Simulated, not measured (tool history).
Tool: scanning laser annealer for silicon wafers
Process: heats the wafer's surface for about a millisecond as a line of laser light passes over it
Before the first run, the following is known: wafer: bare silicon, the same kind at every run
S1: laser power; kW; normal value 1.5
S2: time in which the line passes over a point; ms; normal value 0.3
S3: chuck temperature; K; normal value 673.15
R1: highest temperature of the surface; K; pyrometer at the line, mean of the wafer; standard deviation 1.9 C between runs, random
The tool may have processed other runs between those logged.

run 1 day=0 | S1=1.5 S2=0.3 S3=673.15 | R1=1362.15
run 2 day=0.504 | S1=1.5 S2=0.3 S3=673.15 | R1=1361.15
run 3 day=1.467 | S1=1.5 S2=0.3 S3=685.15 | R1=1371.15
run 4 day=2.383 | S1=1.5 S2=0.3 S3=685.15 | R1=1375.15
run 5 day=3.121 | S1=1.5 S2=0.3 S3=685.15 | R1=1369.15
run 6 day=3.917 | S1=1.5 S2=0.3 S3=654.15 | R1=1339.15
run 7 day=4.442 | S1=1.63 S2=0.3 S3=654.15 | R1=1400.15
-- day=4.717 optics aligned, line set to its width
run 8 day=5.1 | S1=1.63 S2=0.3 S3=654.15 | R1=1410.15
run 9 day=5.729 | S1=1.5 S2=0.3 S3=673.15 | R1=1360.15
-- day=5.988 window over the wafer cleaned
run 10 day=6.512 | S1=1.5 S2=0.3 S3=673.15 | R1=1390.15
run 11 day=7.367 | S1=1.5 S2=0.3 S3=673.15 | R1=1391.15
run 12 day=7.792 | S1=1.5 S2=0.23 S3=673.15 | R1=1300.15
run 13 day=8.183 | S1=1.5 S2=0.23 S3=673.15 | R1=1298.15
run 14 day=9.125 | S1=1.5 S2=0.23 S3=673.15 | R1=1295.15
run 15 day=9.992 | S1=1.506 S2=0.3 S3=673.15 | R1=1389.15
run 16 day=10.412 | S1=1.5 S2=0.248 S3=673.15 | R1=1318.15
run 17 day=11.067 | S1=1.5 S2=0.248 S3=673.15 | R1=1319.15
run 18 day=11.654 | S1=1.5 S2=0.248 S3=673.15 | R1=1315.15
run 19 day=12.292 | S1=1.5 S2=0.248 S3=673.15 | R1=1319.15
run 20 day=12.975 | S1=1.5 S2=0.248 S3=673.15 | R1=1315.15
-- day=13.158 laser's power meter calibrated
run 21 day=13.579 | S1=1.5 S2=0.369 S3=673.15 | R1=1457.15
run 22 day=14.271 | S1=1.5 S2=0.369 S3=673.15 | R1=1456.15
run 23 day=14.771 | S1=1.375 S2=0.369 S3=673.15 | R1=1386.15
run 24 day=15.358 | S1=1.373 S2=0.298 S3=650.15 | R1=1290.15
run 25 day=15.888 | S1=1.373 S2=0.298 S3=650.15 | R1=1291.15
-- day=16.346 laser's power meter calibrated, once more
run 26 day=16.412 | S1=1.373 S2=0.298 S3=650.15 | R1=1289.15
run 27 day=16.954 | S1=1.432 S2=0.292 S3=691.15 | R1=1351.15
run 28 day=17.712 | S1=1.5 S2=0.361 S3=673.15 | R1=1439.15
run 29 day=18.396 | S1=1.5 S2=0.361 S3=673.15 | R1=1443.15
run 30 day=18.838 | S1=1.397 S2=0.253 S3=673.15 | R1=1266.15
run 31 day=19.775 | S1=1.548 S2=0.234 S3=681.15 | R1=1316.15
run 32 day=20.317 | S1=1.548 S2=0.234 S3=681.15 | R1=1318.15
run 33 day=21.129 | S1=1.525 S2=0.3 S3=673.15 | R1=1381.15
run 34 day=21.533 | S1=1.525 S2=0.3 S3=673.15 | R1=1380.15
run 35 day=21.921 | S1=1.434 S2=0.3 S3=673.15 | R1=1336.15
run 36 day=22.529 | S1=1.5 S2=0.274 S3=673.15 | R1=1339.15
run 37 day=23.462 | S1=1.635 S2=0.287 S3=671.15 | R1=1416.15
run 38 day=23.946 | S1=1.567 S2=0.3 S3=701.15 | R1=1428.15
run 39 day=24.725 | S1=1.446 S2=0.3 S3=673.15 | R1=1339.15
run 40 day=25.204 | S1=1.446 S2=0.3 S3=673.15 | R1=1341.15
run 41 day=25.746 | S1=1.279 S2=0.301 S3=673.15 | R1=1257.15

A few steps of R1 between consecutive runs. Split each: what settings, incoming material and random variation would produce without the hidden state, and what is left over for the hidden state, along with gauge scatter present in only one of the two compared results (measured, and without hidden state):
Hidden state present: light that passes the window, % of a clean one's; laser's true power over the reading, %; width of the line over the set one, %; drift of the gauge itself on peak_c, C.
Run 7 -> 8: optics aligned, line set to its width. R1 +10 K: hidden state +8, all else +2.
Run 9 -> 10: window over the wafer cleaned. R1 +30 K: hidden state +24, all else +6.
Run 20 -> 21: S2 0.248 -> 0.369, laser's power meter calibrated. R1 +142 K: hidden state -1, all else +143.
Run 23 -> 24: S1 1.375 -> 1.373, S2 0.369 -> 0.298, S3 673.15 -> 650.15. R1 -96 K: hidden state +0, all else -96.
Run 27 -> 28: S1 1.432 -> 1.5, S2 0.292 -> 0.361, S3 691.15 -> 673.15. R1 +88 K: hidden state -4, all else +92.
Run 29 -> 30: S1 1.5 -> 1.397, S2 0.361 -> 0.253. R1 -177 K: hidden state +3, all else -180.
